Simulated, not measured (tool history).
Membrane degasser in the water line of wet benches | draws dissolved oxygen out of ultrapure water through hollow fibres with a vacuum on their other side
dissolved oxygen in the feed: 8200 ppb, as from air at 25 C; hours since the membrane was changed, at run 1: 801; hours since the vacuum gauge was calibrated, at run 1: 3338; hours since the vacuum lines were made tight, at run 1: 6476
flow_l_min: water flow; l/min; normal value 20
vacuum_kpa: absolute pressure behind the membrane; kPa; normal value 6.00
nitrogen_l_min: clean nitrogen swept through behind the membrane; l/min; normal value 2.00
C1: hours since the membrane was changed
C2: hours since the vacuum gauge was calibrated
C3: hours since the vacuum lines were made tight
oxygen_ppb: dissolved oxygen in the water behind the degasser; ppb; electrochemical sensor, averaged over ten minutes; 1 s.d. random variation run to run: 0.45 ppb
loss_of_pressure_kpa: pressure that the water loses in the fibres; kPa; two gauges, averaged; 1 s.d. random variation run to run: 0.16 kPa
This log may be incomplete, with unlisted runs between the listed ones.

{"run": 1, "hour": 0.0, "flow_l_min": 20, "vacuum_kpa": 6.0, "nitrogen_l_min": 2.0, "C1": 801, "C2": 3338, "C3": 6476, "oxygen_ppb": 76.0, "loss_of_pressure_kpa": 39.17}
{"run": 2, "hour": 105.4, "flow_l_min": 20, "vacuum_kpa": 6.0, "nitrogen_l_min": 2.0, "C1": 906, "C2": 3443, "C3": 6581, "oxygen_ppb": 75.3, "loss_of_pressure_kpa": 39.14}
{"run": 3, "hour": 230.8, "flow_l_min": 29, "vacuum_kpa": 6.0, "nitrogen_l_min": 2.0, "C1": 1032, "C2": 3569, "C3": 6707, "oxygen_ppb": 111.8, "loss_of_pressure_kpa": 57.01}
{"run": 4, "hour": 364.5, "flow_l_min": 20, "vacuum_kpa": 6.0, "nitrogen_l_min": 2.0, "C1": 1165, "C2": 3702, "C3": 6841, "oxygen_ppb": 74.8, "loss_of_pressure_kpa": 39.04}
{"run": 5, "hour": 438.4, "flow_l_min": 20, "vacuum_kpa": 4.86, "nitrogen_l_min": 2.0, "C1": 1239, "C2": 3776, "C3": 6914, "oxygen_ppb": 49.1, "loss_of_pressure_kpa": 39.38}
{"run": 6, "hour": 555.6, "flow_l_min": 17, "vacuum_kpa": 6.0, "nitrogen_l_min": 2.0, "C1": 1356, "C2": 3893, "C3": 7032, "oxygen_ppb": 64.4, "loss_of_pressure_kpa": 33.33}
{"run": 7, "hour": 613.3, "flow_l_min": 20, "vacuum_kpa": 6.0, "nitrogen_l_min": 2.0, "C1": 1414, "C2": 3951, "C3": 7089, "oxygen_ppb": 76.2, "loss_of_pressure_kpa": 39.15}
{"run": 8, "hour": 677.8, "flow_l_min": 20, "vacuum_kpa": 6.0, "nitrogen_l_min": 2.0, "C1": 1479, "C2": 4016, "C3": 7154, "oxygen_ppb": 76.0, "loss_of_pressure_kpa": 39.0}
{"run": 9, "hour": 759.9, "flow_l_min": 20, "vacuum_kpa": 6.0, "nitrogen_l_min": 2.0, "C1": 1561, "C2": 4098, "C3": 7236, "oxygen_ppb": 76.7, "loss_of_pressure_kpa": 39.25}
{"run": 10, "hour": 825.8, "flow_l_min": 20, "vacuum_kpa": 6.0, "nitrogen_l_min": 2.0, "C1": 1627, "C2": 4164, "C3": 7302, "oxygen_ppb": 76.0, "loss_of_pressure_kpa": 39.32}
{"run": 11, "hour": 918.6, "flow_l_min": 20, "vacuum_kpa": 6.0, "nitrogen_l_min": 2.0, "C1": 1719, "C2": 4256, "C3": 7395, "oxygen_ppb": 77.0, "loss_of_pressure_kpa": 39.66}
{"run": 12, "hour": 1009.0, "flow_l_min": 20, "vacuum_kpa": 6.0, "nitrogen_l_min": 2.0, "C1": 1810, "C2": 4347, "C3": 7485, "oxygen_ppb": 77.2, "loss_of_pressure_kpa": 39.61}
{"run": 13, "hour": 1114.8, "flow_l_min": 20, "vacuum_kpa": 6.0, "nitrogen_l_min": 1.05, "C1": 1916, "C2": 4453, "C3": 7591, "oxygen_ppb": 132.1, "loss_of_pressure_kpa": 39.36}
{"run": 14, "hour": 1245.7, "flow_l_min": 20, "vacuum_kpa": 6.0, "nitrogen_l_min": 1.05, "C1": 2047, "C2": 4584, "C3": 7722, "oxygen_ppb": 132.1, "loss_of_pressure_kpa": 39.51}
{"run": 15, "hour": 1330.7, "flow_l_min": 15, "vacuum_kpa": 6.0, "nitrogen_l_min": 1.05, "C1": 2132, "C2": 4669, "C3": 7807, "oxygen_ppb": 102.1, "loss_of_pressure_kpa": 29.48}
{"run": 16, "hour": 1417.4, "flow_l_min": 15, "vacuum_kpa": 6.0, "nitrogen_l_min": 1.05, "C1": 2218, "C2": 4755, "C3": 7893, "oxygen_ppb": 103.0, "loss_of_pressure_kpa": 29.7}
{"run": 17, "hour": 1515.8, "flow_l_min": 20, "vacuum_kpa": 6.0, "nitrogen_l_min": 4.43, "C1": 2317, "C2": 4854, "C3": 7992, "oxygen_ppb": 40.4, "loss_of_pressure_kpa": 39.37}
{"run": 18, "hour": 1624.9, "flow_l_min": 20, "vacuum_kpa": 6.0, "nitrogen_l_min": 4.43, "C1": 2426, "C2": 4963, "C3": 8101, "oxygen_ppb": 40.2, "loss_of_pressure_kpa": 39.41}
{"run": 19, "hour": 1750.6, "flow_l_min": 20, "vacuum_kpa": 6.0, "nitrogen_l_min": 4.43, "C1": 2551, "C2": 5088, "C3": 8227, "oxygen_ppb": 40.0, "loss_of_pressure_kpa": 39.32}
{"run": 20, "hour": 1852.1, "flow_l_min": 20, "vacuum_kpa": 6.0, "nitrogen_l_min": 4.43, "C1": 2653, "C2": 5190, "C3": 8328, "oxygen_ppb": 40.3, "loss_of_pressure_kpa": 39.53}
{"run": 21, "hour": 1978.2, "flow_l_min": 20, "vacuum_kpa": 6.0, "nitrogen_l_min": 4.43, "C1": 2779, "C2": 5316, "C3": 8454, "oxygen_ppb": 40.6, "loss_of_pressure_kpa": 39.27}
{"run": 22, "hour": 2046.9, "flow_l_min": 23, "vacuum_kpa": 3.76, "nitrogen_l_min": 1.09, "C1": 2848, "C2": 5385, "C3": 8523, "oxygen_ppb": 43.8, "loss_of_pressure_kpa": 45.4}
{"run": 23, "hour": 2153.6, "flow_l_min": 22, "vacuum_kpa": 11.55, "nitrogen_l_min": 1.86, "C1": 2954, "C2": 5491, "C3": 8630, "oxygen_ppb": 242.9, "loss_of_pressure_kpa": 43.34}
{"run": 24, "hour": 2279.3, "flow_l_min": 14, "vacuum_kpa": 6.0, "nitrogen_l_min": 4.27, "C1": 3080, "C2": 5617, "C3": 8755, "oxygen_ppb": 27.7, "loss_of_pressure_kpa": 27.65}
{"run": 25, "hour": 2408.1, "flow_l_min": 24, "vacuum_kpa": 7.8, "nitrogen_l_min": 2.56, "C1": 3209, "C2": 5746, "C3": 8884, "oxygen_ppb": 117.1, "loss_of_pressure_kpa": 47.42}

Predict each of these 4 candidate next runs independently; none follows another, all start after run 25:
{"run": "A", "hour": 2528.3, "flow_l_min": 14, "vacuum_kpa": 6.23, "nitrogen_l_min": 2.74, "C1": 3329, "C2": 5866, "C3": 9004, "oxygen_ppb": "?", "loss_of_pressure_kpa": "?"}
{"run": "B", "hour": 2528.3, "flow_l_min": 14, "vacuum_kpa": 4.06, "nitrogen_l_min": 1.19, "C1": 3329, "C2": 5866, "C3": 9004, "oxygen_ppb": "?", "loss_of_pressure_kpa": "?"}
{"run": "C", "hour": 2528.3, "flow_l_min": 29, "vacuum_kpa": 4.39, "nitrogen_l_min": 1.11, "C1": 3329, "C2": 5866, "C3": 9004, "oxygen_ppb": "?", "loss_of_pressure_kpa": "?"}
{"run": "D", "hour": 2528.3, "flow_l_min": 20, "vacuum_kpa": 6.0, "nitrogen_l_min": 1.44, "C1": 3329, "C2": 5866, "C3": 9004, "oxygen_ppb": "?", "loss_of_pressure_kpa": "?"}

run=A oxygen_ppb=44.3 loss_of_pressure_kpa=27.80
run=B oxygen_ppb=32.7 loss_of_pressure_kpa=27.52
run=C oxygen_ppb=93.7 loss_of_pressure_kpa=57.59
run=D oxygen_ppb=103.9 loss_of_pressure_kpa=39.63
With no hidden state in the tool, these same runs would have given:
run=A oxygen_ppb=39.8 loss_of_pressure_kpa=27.38
run=B oxygen_ppb=25.8 loss_of_pressure_kpa=27.11
run=C oxygen_ppb=80.3 loss_of_pressure_kpa=56.73
run=D oxygen_ppb=94.8 loss_of_pressure_kpa=39.03
